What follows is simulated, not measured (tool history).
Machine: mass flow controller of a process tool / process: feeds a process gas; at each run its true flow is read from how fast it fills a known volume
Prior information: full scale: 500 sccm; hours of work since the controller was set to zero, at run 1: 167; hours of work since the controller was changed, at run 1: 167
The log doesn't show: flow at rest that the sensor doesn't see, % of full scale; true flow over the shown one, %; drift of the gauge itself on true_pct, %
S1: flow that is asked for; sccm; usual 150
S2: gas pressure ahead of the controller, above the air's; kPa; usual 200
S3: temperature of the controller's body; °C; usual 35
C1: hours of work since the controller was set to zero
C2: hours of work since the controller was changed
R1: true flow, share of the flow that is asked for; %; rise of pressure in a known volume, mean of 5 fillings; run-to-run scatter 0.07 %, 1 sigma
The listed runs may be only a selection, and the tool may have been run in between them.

{"run": 1, "day": 0.0, "S1": 150, "S2": 200, "S3": 35, "C1": 167, "C2": 167, "R1": 98.87}
{"run": 2, "day": 3.9, "S1": 150, "S2": 200, "S3": 35, "C1": 199, "C2": 199, "R1": 98.79}
{"run": 3, "day": 6.267, "S1": 150, "S2": 200, "S3": 35, "C1": 218, "C2": 218, "R1": 98.84}
{"run": 4, "day": 10.196, "S1": 150, "S2": 200, "S3": 35, "C1": 249, "C2": 249, "R1": 98.74}
{"run": 5, "day": 12.8, "S1": 150, "S2": 200, "S3": 35, "C1": 270, "C2": 270, "R1": 98.66}
{"run": 6, "day": 16.629, "S1": 73, "S2": 200, "S3": 35, "C1": 301, "C2": 301, "R1": 98.3}
{"run": 7, "day": 19.975, "S1": 150, "S2": 200, "S3": 33, "C1": 327, "C2": 327, "R1": 98.6}
{"run": 8, "day": 22.662, "S1": 150, "S2": 200, "S3": 33, "C1": 349, "C2": 349, "R1": 98.69}
{"run": 9, "day": 26.0, "S1": 150, "S2": 200, "S3": 33, "C1": 376, "C2": 376, "R1": 98.52}
{"run": 10, "day": 28.65, "S1": 150, "S2": 200, "S3": 33, "C1": 397, "C2": 397, "R1": 98.52}
{"run": 11, "day": 32.392, "S1": 150, "S2": 188, "S3": 33, "C1": 427, "C2": 427, "R1": 98.65}
{"run": 12, "day": 34.725, "S1": 150, "S2": 188, "S3": 33, "C1": 446, "C2": 446, "R1": 98.44}
{"run": 13, "day": 38.4, "S1": 150, "S2": 200, "S3": 35, "C1": 475, "C2": 475, "R1": 98.69}
{"run": 14, "day": 41.104, "S1": 150, "S2": 200, "S3": 35, "C1": 497, "C2": 497, "R1": 98.76}
{"run": 15, "day": 44.95, "S1": 101, "S2": 200, "S3": 35, "C1": 528, "C2": 528, "R1": 98.5}
{"run": 16, "day": 46.692, "S1": 101, "S2": 200, "S3": 35, "C1": 541, "C2": 541, "R1": 98.5}
{"run": 17, "day": 50.592, "S1": 101, "S2": 200, "S3": 35, "C1": 573, "C2": 573, "R1": 98.42}
{"run": 18, "day": 53.25, "S1": 150, "S2": 164, "S3": 32, "C1": 594, "C2": 594, "R1": 98.3}
{"run": 19, "day": 57.05, "S1": 386, "S2": 235, "S3": 23, "C1": 624, "C2": 624, "R1": 99.26}

What does the tool deliver on the next run?
{"run": 20, "day": 59.292, "S1": 386, "S2": 140, "S3": 26, "C1": 642, "C2": 642, "R1": "?"}

Run 20 measured R1 99.30 %.
With the hidden condition absent and the run-to-run variation left alone, this run would have shown R1 99.30 %.

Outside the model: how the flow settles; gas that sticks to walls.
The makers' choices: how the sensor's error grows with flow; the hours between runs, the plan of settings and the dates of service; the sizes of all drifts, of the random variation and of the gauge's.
